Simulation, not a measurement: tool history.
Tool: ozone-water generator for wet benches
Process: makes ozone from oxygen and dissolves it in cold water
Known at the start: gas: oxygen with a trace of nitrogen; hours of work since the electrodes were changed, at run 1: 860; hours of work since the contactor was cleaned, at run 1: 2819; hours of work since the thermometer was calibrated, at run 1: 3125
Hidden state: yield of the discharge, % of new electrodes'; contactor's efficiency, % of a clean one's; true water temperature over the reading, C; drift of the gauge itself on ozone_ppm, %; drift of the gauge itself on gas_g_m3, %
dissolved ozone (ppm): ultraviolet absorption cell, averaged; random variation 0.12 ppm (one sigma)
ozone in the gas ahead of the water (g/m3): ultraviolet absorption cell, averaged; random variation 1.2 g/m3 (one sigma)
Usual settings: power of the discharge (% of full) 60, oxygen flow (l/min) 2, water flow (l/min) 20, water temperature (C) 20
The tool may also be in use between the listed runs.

run,hour,power of the discharge (% of full),oxygen flow (l/min),water flow (l/min),water temperature (C),hours of work since the electrodes were changed,hours of work since the contactor was cleaned,hours of work since the thermometer was calibrated,dissolved ozone (ppm),ozone in the gas ahead of the water (g/m3)
1,0,60,2,20,20,860,2819,3125,9.7,222.1
2,40.3,60,2,20,20,891,2851,3157,9.8,221.5
3,64.3,60,2,20,20,910,2870,3176,9.9,223.1
4,96.6,60,2,20,20,935,2895,3201,9.7,223.7
5,135.4,60,2,20,20,966,2925,3232,9.8,222.4
6,177.3,60,2,20,20,999,2958,3264,9.7,222.8
7,217,60,2,20,22,1030,2989,3296,9.3,221.2
8,242.4,60,2,20,20,1050,3009,3315,9.6,219
9,284.5,60,2,20,16,1083,3042,3348,10.3,219
10,308.9,60,2,20,16,1102,3062,3368,10,220.1
11,348.1,60,2,20,20,1133,3092,3398,9.8,222.9
12,377.3,60,2,20,20,1156,3115,3421,9.7,220.4
13,419.2,95,2,20,20,1189,3148,3454,15,337.3
14,452.6,95,2,20,16,1215,3174,3480,15.2,336.8
15,490.7,95,2,20,16,1245,3204,3510,15.2,337.8
16,518.2,95,2,20,20,1266,3226,3532,14.8,336.6
17,547.2,95,2,20,20,1289,3248,3555,14.8,336.5
18,580.3,42,2.04,20,25,1315,3274,3580,6.6,156.5
19,612.8,42,2.04,20,25,1340,3300,3606,6.8,157.5
# hour 617.2: water thermometer calibrated
20,644.5,60,2,17,12,1365,3324,21,11.9,221.9
# hour 678.8: water thermometer calibrated, once more
21,680.7,60,2,17,12,1393,3352,1,12,220.4
22,707.4,60,1.88,17,16,1414,3373,22,11.4,225.1
23,731.4,64,2.49,16,22,1433,3392,41,12.8,209.3
24,753.4,64,2.49,16,22,1450,3409,59,12.9,211.1
25,775.4,64,2.49,16,22,1467,3427,76,12.9,208.2
26,797.9,64,2.49,16,22,1485,3444,93,13.1,210.4
27,834.4,64,2.49,16,22,1513,3473,122,12.9,212
28,851.5,64,2.49,16,22,1527,3486,135,13.1,210.3
29,880.2,64,2.49,16,22,1549,3509,158,12.9,207.8
30,899.1,64,2.49,16,22,1564,3524,173,12.8,210.1
31,917.8,64,2.49,16,22,1579,3538,187,12.9,209.9
32,938.9,65,2.49,16,13,1595,3555,204,14.3,212.6
33,980.1,48,2.52,20,20,1628,3587,236,8.3,160.3
34,997.3,65,3.41,29,13,1641,3601,250,9.1,183.5

The same runs without the tool's hidden state, with the same run-to-run variation:
run,dissolved ozone (ppm),ozone in the gas ahead of the water (g/m3)
1,10.1,222.8
2,10.2,222.3
3,10.3,223.9
4,10.1,224.6
5,10.2,223.4
6,10.1,223.8
7,9.7,222.3
8,10,220.2
9,10.8,220.3
10,10.4,221.5
11,10.3,224.3
12,10.2,221.9
13,15.8,341
14,16,340.6
15,16,341.8
16,15.7,340.7
17,15.6,340.8
18,6.9,157.3
19,7.1,158.4
20,12.5,223.9
21,12.6,222.5
22,12,227.4
23,13.5,211.6
24,13.6,213.5
25,13.6,210.6
26,13.8,212.9
27,13.6,214.6
28,13.8,212.9
29,13.6,210.4
30,13.5,212.7
31,13.6,212.6
32,15.1,215.4
33,8.8,161.8
34,9.6,186

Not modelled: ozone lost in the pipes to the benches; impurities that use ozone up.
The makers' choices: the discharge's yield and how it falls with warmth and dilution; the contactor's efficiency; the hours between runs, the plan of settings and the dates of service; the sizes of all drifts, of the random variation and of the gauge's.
